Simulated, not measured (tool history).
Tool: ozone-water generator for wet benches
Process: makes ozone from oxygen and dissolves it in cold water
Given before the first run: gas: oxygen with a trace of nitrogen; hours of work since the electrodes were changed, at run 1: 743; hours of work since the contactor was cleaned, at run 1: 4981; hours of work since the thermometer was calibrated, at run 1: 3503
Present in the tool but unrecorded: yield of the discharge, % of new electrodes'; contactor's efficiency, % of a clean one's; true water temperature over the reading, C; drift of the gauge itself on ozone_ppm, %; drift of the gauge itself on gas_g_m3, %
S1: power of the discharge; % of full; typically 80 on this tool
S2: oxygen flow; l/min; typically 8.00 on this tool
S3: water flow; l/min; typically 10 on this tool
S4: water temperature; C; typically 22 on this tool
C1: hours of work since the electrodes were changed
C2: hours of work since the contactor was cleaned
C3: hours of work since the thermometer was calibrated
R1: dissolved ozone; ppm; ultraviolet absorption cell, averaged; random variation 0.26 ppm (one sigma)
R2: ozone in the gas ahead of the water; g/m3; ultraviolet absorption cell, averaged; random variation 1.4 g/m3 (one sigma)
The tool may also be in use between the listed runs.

run 1 hour=0.0 | S1=80 S2=8.00 S3=10 S4=22 | C1=743 C2=4981 C3=3503 | R1=38.5 R2=259.4
run 2 hour=70.8 | S1=80 S2=8.00 S3=10 S4=22 | C1=809 C2=5047 C3=3568 | R1=38.0 R2=260.2
run 3 hour=149.0 | S1=80 S2=8.00 S3=10 S4=22 | C1=881 C2=5119 C3=3640 | R1=38.1 R2=258.5
run 4 hour=226.8 | S1=80 S2=8.00 S3=10 S4=22 | C1=953 C2=5191 C3=3712 | R1=38.4 R2=258.5
run 5 hour=263.6 | S1=80 S2=6.74 S3=10 S4=22 | C1=986 C2=5225 C3=3746 | R1=39.5 R2=279.7
run 6 hour=317.2 | S1=80 S2=6.74 S3=10 S4=22 | C1=1036 C2=5274 C3=3796 | R1=40.2 R2=280.1
run 7 hour=359.4 | S1=80 S2=8.00 S3=10 S4=22 | C1=1075 C2=5313 C3=3835 | R1=37.5 R2=255.8
run 8 hour=416.9 | S1=80 S2=8.00 S3=14 S4=22 | C1=1128 C2=5366 C3=3888 | R1=30.8 R2=256.5
-- hour=422.5 water thermometer calibrated
run 9 hour=491.4 | S1=46 S2=4.28 S3=14 S4=20 | C1=1196 C2=5434 C3=64 | R1=25.1 R2=263.0
run 10 hour=561.7 | S1=46 S2=4.28 S3=14 S4=20 | C1=1261 C2=5499 C3=129 | R1=25.4 R2=264.4
run 11 hour=630.9 | S1=46 S2=4.28 S3=14 S4=20 | C1=1325 C2=5563 C3=192 | R1=25.1 R2=262.8
run 12 hour=690.0 | S1=46 S2=4.28 S3=14 S4=26 | C1=1380 C2=5618 C3=247 | R1=22.6 R2=261.7
-- hour=740.7 water thermometer calibrated, once more
run 13 hour=751.6 | S1=46 S2=4.28 S3=14 S4=26 | C1=1436 C2=5674 C3=10 | R1=23.0 R2=261.3
run 14 hour=803.7 | S1=57 S2=5.14 S3=10 S4=14 | C1=1484 C2=5722 C3=58 | R1=40.1 R2=265.0
run 15 hour=862.9 | S1=80 S2=5.13 S3=10 S4=18 | C1=1539 C2=5777 C3=113 | R1=44.2 R2=318.5
run 16 hour=924.6 | S1=53 S2=13.42 S3=11 S4=22 | C1=1596 C2=5834 C3=170 | R1=24.8 R2=156.7

Forecast each of these 3 alternatives for the next run:
run A hour=1002.0 | S1=58 S2=13.42 S3=15 S4=24 | C1=1667 C2=5905 C3=241 | R1=? R2=?
run B hour=1002.0 | S1=48 S2=8.00 S3=10 S4=22 | C1=1667 C2=5905 C3=241 | R1=? R2=?
run C hour=1002.0 | S1=80 S2=8.00 S3=7 S4=22 | C1=1667 C2=5905 C3=241 | R1=? R2=?

run=A R1=21.3 R2=165.2
run=B R1=28.3 R2=193.8
run=C R1=44.3 R2=253.7
With no hidden state in the tool, these same runs would have given:
run=A R1=23.0 R2=172.3
run=B R1=30.3 R2=201.1
run=C R1=47.7 R2=266.6

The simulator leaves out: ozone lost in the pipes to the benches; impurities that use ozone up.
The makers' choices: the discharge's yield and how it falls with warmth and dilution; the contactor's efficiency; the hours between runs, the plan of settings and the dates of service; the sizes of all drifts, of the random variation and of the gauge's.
